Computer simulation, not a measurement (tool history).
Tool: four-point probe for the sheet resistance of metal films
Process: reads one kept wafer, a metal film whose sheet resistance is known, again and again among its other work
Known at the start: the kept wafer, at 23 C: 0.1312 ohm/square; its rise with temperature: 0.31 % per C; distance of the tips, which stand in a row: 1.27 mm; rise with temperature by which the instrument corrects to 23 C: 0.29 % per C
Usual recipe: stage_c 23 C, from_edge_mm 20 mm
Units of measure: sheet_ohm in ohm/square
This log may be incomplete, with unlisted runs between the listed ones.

Run 1, hour 0: usual settings. Result: sheet_ohm 0.131068 ohm/square.
Run 2, hour 23.4: usual settings but stage_c 25 C. Result: sheet_ohm 0.131096 ohm/square.
Run 3, hour 46.1: usual settings but stage_c 25 C. Result: sheet_ohm 0.131116 ohm/square.
Run 4, hour 71: usual settings. Result: sheet_ohm 0.131017 ohm/square.
Run 5, hour 109.5: usual settings. Result: sheet_ohm 0.130991 ohm/square.
Run 6, hour 149.5: usual settings. Result: sheet_ohm 0.130961 ohm/square.
Run 7, hour 187.1: usual settings but stage_c 31 C. Result: sheet_ohm 0.131103 ohm/square.
Run 8, hour 225.8: usual settings but stage_c 31 C. Result: sheet_ohm 0.131154 ohm/square.
Run 9, hour 258.8: usual settings but stage_c 31 C. Result: sheet_ohm 0.131091 ohm/square.
Run 10, hour 283.1: usual settings but stage_c 18 C, from_edge_mm 4 mm. Result: sheet_ohm 0.137323 ohm/square.
Run 11, hour 318.4: usual settings but stage_c 31 C, from_edge_mm 50 mm. Result: sheet_ohm 0.13083 ohm/square.
Run 12, hour 357.4: usual settings but stage_c 21 C, from_edge_mm 60 mm. Result: sheet_ohm 0.130679 ohm/square.
Run 13, hour 381.7: usual settings but from_edge_mm 7 mm. Result: sheet_ohm 0.132916 ohm/square.

The logged runs with the hidden state left out (each run's random variation unchanged):
What the log doesn't record here: inner tips' distance over the nominal, %; tips' flats over new ones', %; wafer's true temperature over the reading, C; drift of the gauge itself on sheet_ohm, %.
run  sheet_ohm
  1   0.131483
  2   0.131521
  3   0.131549
  4   0.131457
  5   0.131446
  6    0.13143
  7   0.131588
  8   0.131653
  9   0.131602
 10    0.13786
 11   0.131362
 12   0.131221
 13   0.133475

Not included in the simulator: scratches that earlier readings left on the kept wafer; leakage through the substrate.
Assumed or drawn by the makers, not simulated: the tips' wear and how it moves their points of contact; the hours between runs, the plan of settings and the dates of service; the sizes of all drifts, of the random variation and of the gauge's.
